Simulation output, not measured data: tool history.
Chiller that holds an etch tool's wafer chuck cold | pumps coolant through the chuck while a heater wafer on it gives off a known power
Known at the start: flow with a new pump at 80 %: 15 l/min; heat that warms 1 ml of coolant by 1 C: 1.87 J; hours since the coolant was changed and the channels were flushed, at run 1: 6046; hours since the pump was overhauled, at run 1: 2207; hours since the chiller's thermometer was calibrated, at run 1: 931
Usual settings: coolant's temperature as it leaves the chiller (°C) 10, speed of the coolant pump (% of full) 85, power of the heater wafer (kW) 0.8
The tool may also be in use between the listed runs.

run    hour  coolant's temperature as it leaves the chiller (°C)  speed of the coolant pump (% of full)  power of the heater wafer (kW)  hours since the coolant was changed and the channels were flushed  hours since the pump was overhauled  hours since the chiller's thermometer was calibrated  chuck's temperature once it has settled (°C)  how much warmer the coolant comes back (C)
  1       0                                                   10                                     85                             0.8                                                               6046                                 2207                                                   931                                          16.3                                        1.62
  2    48.6                                                   10                                     85                             0.8                                                               6095                                 2256                                                   979                                          16.4                                        1.62
  3   114.2                                                   10                                     85                             0.8                                                               6161                                 2322                                                  1045                                          16.6                                        1.64
  4   171.7                                                   10                                     85                             0.8                                                               6218                                 2379                                                  1102                                          16.3                                        1.67
  5   226.9                                                    0                                     85                             0.8                                                               6273                                 2434                                                  1158                                           6.3                                        1.68
  6   275.8                                                   10                                     87                             0.8                                                               6322                                 2483                                                  1206                                          16.2                                        1.58
  7   319.8                                                   10                                     87                             0.8                                                               6366                                 2527                                                  1251                                          16.1                                        1.62
  8   356.9                                                    6                                     85                             0.8                                                               6403                                 2564                                                  1288                                          12.4                                        1.68
  9   397.5                                                   10                                     85                             0.8                                                               6444                                 2605                                                  1328                                          16.5                                        1.62
 10   450.5                                                   10                                     85                             0.8                                                               6497                                 2658                                                  1381                                          16.6                                        1.63
 11   505.9                                                   10                                     85                             0.8                                                               6552                                 2713                                                  1437                                          16.5                                        1.67
 12   543.8                                                   10                                     85                             0.8                                                               6590                                 2751                                                  1474                                          16.6                                        1.64
 13   600.3                                                   10                                     85                           0.939                                                               6647                                 2808                                                  1531                                          17.6                                        1.96
 14   664.8                                                   10                                     85                           0.939                                                               6711                                 2872                                                  1595                                          17.5                                        1.94
 15   699.5                                                   10                                     85                           0.498                                                               6746                                 2907                                                  1630                                            14                                        1.02
 16   746.3                                                   10                                     85                           0.498                                                               6793                                 2954                                                  1677                                          13.9                                        1.05
 17   809.7                                                    2                                     84                           0.751                                                               6856                                 3017                                                  1740                                             8                                        1.52
 18   882.7                                                   19                                     87                           0.751                                                               6929                                 3090                                                  1813                                          24.9                                        1.52
 19   934.5                                                    7                                     75                           0.612                                                               6981                                 3142                                                  1865                                          12.3                                        1.46
 20   964.7                                                    7                                     75                           0.612                                                               7011                                 3172                                                  1895                                          12.3                                        1.48
 21  1000.9                                                    5                                     94                           0.864                                                               7047                                 3208                                                  1932                                          11.3                                        1.59
 22  1045.6                                                    7                                     85                           0.439                                                               7092                                 3253                                                  1976                                          10.4                                        0.94
 23  1093.1                                                    5                                     85                           0.843                                                               7140                                 3300                                                  2024                                          11.7                                        1.72
 24  1159.8                                                   13                                     97                           0.922                                                               7206                                 3367                                                  2091                                          19.7                                        1.66
 25  1209.8                                                   10                                     85                           1.047                                                               7256                                 3417                                                  2140                                          18.4                                         2.2
 26  1276.3                                                   10                                     85                           1.047                                                               7323                                 3484                                                  2207                                          18.5                                         2.2
 27  1329.7                                                   15                                     85                           1.047                                                               7376                                 3537                                                  2260                                          23.6                                        2.19
 28  1380.2                                                   10                                     95                             0.8                                                               7427                                 3588                                                  2311                                          15.6                                        1.43
 29  1443.2                                                   10                                     95                             0.8                                                               7490                                 3651                                                  2374                                          15.7                                        1.51
 30  1474.5                                                   10                                     70                           0.806                                                               7521                                 3682                                                  2405                                          17.4                                        2.04
 31  1527.7                                                   10                                     70                           0.806                                                               7574                                 3735                                                  2458                                          17.4                                        2.15

Some steps in chuck's temperature once it has settled (°C) between neighbouring runs. How much of each would the tool show without its hidden state too (settings, what came in, random variation), and how much is left for the hidden state, with any gauge scatter that isn't in both results?
The hidden state here: heat passed by the chuck's channels, % of clean ones'; flow at a given pump speed, % of a new pump's; coolant's true temperature over the reading, C; drift of the gauge itself on chuck_c, C; drift of the gauge itself on warmer_back_c, C.
Run 4 -> 5: coolant's temperature as it leaves the chiller (°C) 10 -> 0. chuck's temperature once it has settled (°C) -10: hidden state +0.1, all else -10.1.
Run 14 -> 15: power of the heater wafer (kW) 0.939 -> 0.498. chuck's temperature once it has settled (°C) -3.5: hidden state -0.3, all else -3.2.
Run 17 -> 18: coolant's temperature as it leaves the chiller (°C) 2 -> 19, speed of the coolant pump (% of full) 84 -> 87. chuck's temperature once it has settled (°C) +16.9: hidden state +0, all else +16.9.
Run 18 -> 19: coolant's temperature as it leaves the chiller (°C) 19 -> 7, speed of the coolant pump (% of full) 87 -> 75, power of the heater wafer (kW) 0.751 -> 0.612. chuck's temperature once it has settled (°C) -12.6: hidden state -0.1, all else -12.5.
Run 21 -> 22: coolant's temperature as it leaves the chiller (°C) 5 -> 7, speed of the coolant pump (% of full) 94 -> 85, power of the heater wafer (kW) 0.864 -> 0.439. chuck's temperature once it has settled (°C) -0.9: hidden state -0.4, all else -0.5.
Run 22 -> 23: coolant's temperature as it leaves the chiller (°C) 7 -> 5, power of the heater wafer (kW) 0.439 -> 0.843. chuck's temperature once it has settled (°C) +1.3: hidden state +0.4, all else +0.9.
